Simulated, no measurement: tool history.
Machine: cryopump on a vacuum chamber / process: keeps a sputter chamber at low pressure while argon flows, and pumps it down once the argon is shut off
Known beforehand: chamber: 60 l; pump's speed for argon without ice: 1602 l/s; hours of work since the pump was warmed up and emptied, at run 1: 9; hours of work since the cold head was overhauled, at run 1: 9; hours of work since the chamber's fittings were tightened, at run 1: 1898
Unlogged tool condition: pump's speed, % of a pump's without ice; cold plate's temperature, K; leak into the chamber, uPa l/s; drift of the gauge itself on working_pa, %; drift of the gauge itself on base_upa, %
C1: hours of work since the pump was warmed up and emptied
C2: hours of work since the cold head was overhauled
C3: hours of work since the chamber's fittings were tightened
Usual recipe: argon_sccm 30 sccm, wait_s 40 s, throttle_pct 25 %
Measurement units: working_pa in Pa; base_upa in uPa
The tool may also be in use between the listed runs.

{"run": 1, "day": 0.0, "argon_sccm": 30, "wait_s": 40, "throttle_pct": 25, "C1": 9, "C2": 9, "C3": 1898, "working_pa": 0.1281, "base_upa": 1.36}
{"run": 2, "day": 0.792, "argon_sccm": 30, "wait_s": 96, "throttle_pct": 25, "C1": 18, "C2": 18, "C3": 1908, "working_pa": 0.1271, "base_upa": 0.98}
{"run": 3, "day": 2.492, "argon_sccm": 30, "wait_s": 96, "throttle_pct": 25, "C1": 38, "C2": 38, "C3": 1927, "working_pa": 0.1274, "base_upa": 0.97}
{"run": 4, "day": 4.012, "argon_sccm": 14, "wait_s": 96, "throttle_pct": 25, "C1": 56, "C2": 56, "C3": 1945, "working_pa": 0.0599, "base_upa": 0.92}
{"run": 5, "day": 5.025, "argon_sccm": 14, "wait_s": 96, "throttle_pct": 25, "C1": 68, "C2": 68, "C3": 1957, "working_pa": 0.0604, "base_upa": 0.99}
{"run": 6, "day": 5.792, "argon_sccm": 15, "wait_s": 40, "throttle_pct": 25, "C1": 76, "C2": 76, "C3": 1966, "working_pa": 0.0644, "base_upa": 1.4}
{"run": 7, "day": 6.925, "argon_sccm": 15, "wait_s": 40, "throttle_pct": 25, "C1": 90, "C2": 90, "C3": 1979, "working_pa": 0.0641, "base_upa": 1.4}
{"run": 8, "day": 7.75, "argon_sccm": 15, "wait_s": 48, "throttle_pct": 25, "C1": 99, "C2": 99, "C3": 1989, "working_pa": 0.0643, "base_upa": 1.31}
{"run": 9, "day": 9.225, "argon_sccm": 30, "wait_s": 40, "throttle_pct": 25, "C1": 117, "C2": 117, "C3": 2006, "working_pa": 0.1281, "base_upa": 1.46}
{"run": 10, "day": 10.208, "argon_sccm": 30, "wait_s": 40, "throttle_pct": 25, "C1": 128, "C2": 128, "C3": 2017, "working_pa": 0.1282, "base_upa": 1.45}
{"run": 11, "day": 10.983, "argon_sccm": 30, "wait_s": 40, "throttle_pct": 25, "C1": 137, "C2": 137, "C3": 2026, "working_pa": 0.1298, "base_upa": 1.47}
{"run": 12, "day": 12.479, "argon_sccm": 30, "wait_s": 40, "throttle_pct": 25, "C1": 154, "C2": 154, "C3": 2044, "working_pa": 0.1294, "base_upa": 1.42}
{"run": 13, "day": 14.129, "argon_sccm": 30, "wait_s": 40, "throttle_pct": 31, "C1": 174, "C2": 174, "C3": 2063, "working_pa": 0.1051, "base_upa": 1.45}
{"run": 14, "day": 15.029, "argon_sccm": 30, "wait_s": 40, "throttle_pct": 25, "C1": 184, "C2": 184, "C3": 2074, "working_pa": 0.1301, "base_upa": 1.44}
{"run": 15, "day": 16.367, "argon_sccm": 22, "wait_s": 40, "throttle_pct": 25, "C1": 200, "C2": 200, "C3": 2089, "working_pa": 0.0952, "base_upa": 1.4}
{"run": 16, "day": 17.658, "argon_sccm": 30, "wait_s": 40, "throttle_pct": 56, "C1": 215, "C2": 215, "C3": 2104, "working_pa": 0.06, "base_upa": 1.51}
{"run": 17, "day": 18.667, "argon_sccm": 30, "wait_s": 40, "throttle_pct": 56, "C1": 227, "C2": 227, "C3": 2116, "working_pa": 0.0606, "base_upa": 1.5}
{"run": 18, "day": 20.092, "argon_sccm": 41, "wait_s": 40, "throttle_pct": 25, "C1": 243, "C2": 243, "C3": 2133, "working_pa": 0.1795, "base_upa": 1.48}
{"run": 19, "day": 21.833, "argon_sccm": 41, "wait_s": 40, "throttle_pct": 25, "C1": 264, "C2": 264, "C3": 2153, "working_pa": 0.181, "base_upa": 1.55}
{"run": 20, "day": 23.325, "argon_sccm": 17, "wait_s": 40, "throttle_pct": 46, "C1": 281, "C2": 281, "C3": 2170, "working_pa": 0.0428, "base_upa": 1.49}
{"run": 21, "day": 25.125, "argon_sccm": 25, "wait_s": 113, "throttle_pct": 31, "C1": 302, "C2": 302, "C3": 2191, "working_pa": 0.0889, "base_upa": 1.12}
{"run": 22, "day": 26.708, "argon_sccm": 25, "wait_s": 113, "throttle_pct": 31, "C1": 320, "C2": 320, "C3": 2210, "working_pa": 0.0896, "base_upa": 1.06}
{"run": 23, "day": 27.983, "argon_sccm": 22, "wait_s": 45, "throttle_pct": 21, "C1": 335, "C2": 335, "C3": 2225, "working_pa": 0.1156, "base_upa": 1.52}
{"run": 24, "day": 28.912, "argon_sccm": 30, "wait_s": 24, "throttle_pct": 29, "C1": 346, "C2": 346, "C3": 2236, "working_pa": 0.1157, "base_upa": 2.08}
{"run": 25, "day": 29.883, "argon_sccm": 30, "wait_s": 195, "throttle_pct": 24, "C1": 357, "C2": 357, "C3": 2247, "working_pa": 0.1386, "base_upa": 1.02}
{"run": 26, "day": 31.375, "argon_sccm": 18, "wait_s": 108, "throttle_pct": 24, "C1": 375, "C2": 375, "C3": 2264, "working_pa": 0.084, "base_upa": 1.18}
{"run": 27, "day": 32.908, "argon_sccm": 18, "wait_s": 108, "throttle_pct": 24, "C1": 393, "C2": 393, "C3": 2282, "working_pa": 0.0835, "base_upa": 1.16}
{"run": 28, "day": 33.842, "argon_sccm": 26, "wait_s": 56, "throttle_pct": 37, "C1": 404, "C2": 404, "C3": 2293, "working_pa": 0.0806, "base_upa": 1.46}
{"run": 29, "day": 35.438, "argon_sccm": 26, "wait_s": 56, "throttle_pct": 37, "C1": 422, "C2": 422, "C3": 2312, "working_pa": 0.0807, "base_upa": 1.45}
{"run": 30, "day": 36.517, "argon_sccm": 23, "wait_s": 162, "throttle_pct": 15, "C1": 435, "C2": 435, "C3": 2324, "working_pa": 0.1697, "base_upa": 1.15}
{"run": 31, "day": 37.35, "argon_sccm": 40, "wait_s": 188, "throttle_pct": 51, "C1": 445, "C2": 445, "C3": 2334, "working_pa": 0.0949, "base_upa": 1.12}
{"run": 32, "day": 38.154, "argon_sccm": 26, "wait_s": 76, "throttle_pct": 23, "C1": 454, "C2": 454, "C3": 2343, "working_pa": 0.1279, "base_upa": 1.42}
{"run": 33, "day": 39.404, "argon_sccm": 17, "wait_s": 48, "throttle_pct": 24, "C1": 468, "C2": 468, "C3": 2358, "working_pa": 0.0795, "base_upa": 1.59}
{"run": 34, "day": 40.638, "argon_sccm": 17, "wait_s": 48, "throttle_pct": 24, "C1": 483, "C2": 483, "C3": 2372, "working_pa": 0.0803, "base_upa": 1.57}
{"run": 35, "day": 42.183, "argon_sccm": 30, "wait_s": 24, "throttle_pct": 18, "C1": 501, "C2": 501, "C3": 2390, "working_pa": 0.1877, "base_upa": 2.12}

Alternative continuations, all from the tool just after run 35; predict every row:
{"run": "A", "day": 43.804, "argon_sccm": 43, "wait_s": 40, "throttle_pct": 32, "C1": 520, "C2": 520, "C3": 2409, "working_pa": "?", "base_upa": "?"}
{"run": "B", "day": 43.804, "argon_sccm": 30, "wait_s": 45, "throttle_pct": 16, "C1": 520, "C2": 520, "C3": 2409, "working_pa": "?", "base_upa": "?"}
{"run": "C", "day": 43.804, "argon_sccm": 30, "wait_s": 168, "throttle_pct": 18, "C1": 520, "C2": 520, "C3": 2409, "working_pa": "?", "base_upa": "?"}

run=A working_pa=0.1574 base_upa=1.71
run=B working_pa=0.2077 base_upa=1.61
run=C working_pa=0.1859 base_upa=1.19
With the hidden condition removed and each run's random variation left untouched, the same runs would have given:
run=A working_pa=0.1417 base_upa=0.86
run=B working_pa=0.1969 base_upa=0.75
run=C working_pa=0.1751 base_upa=0.34
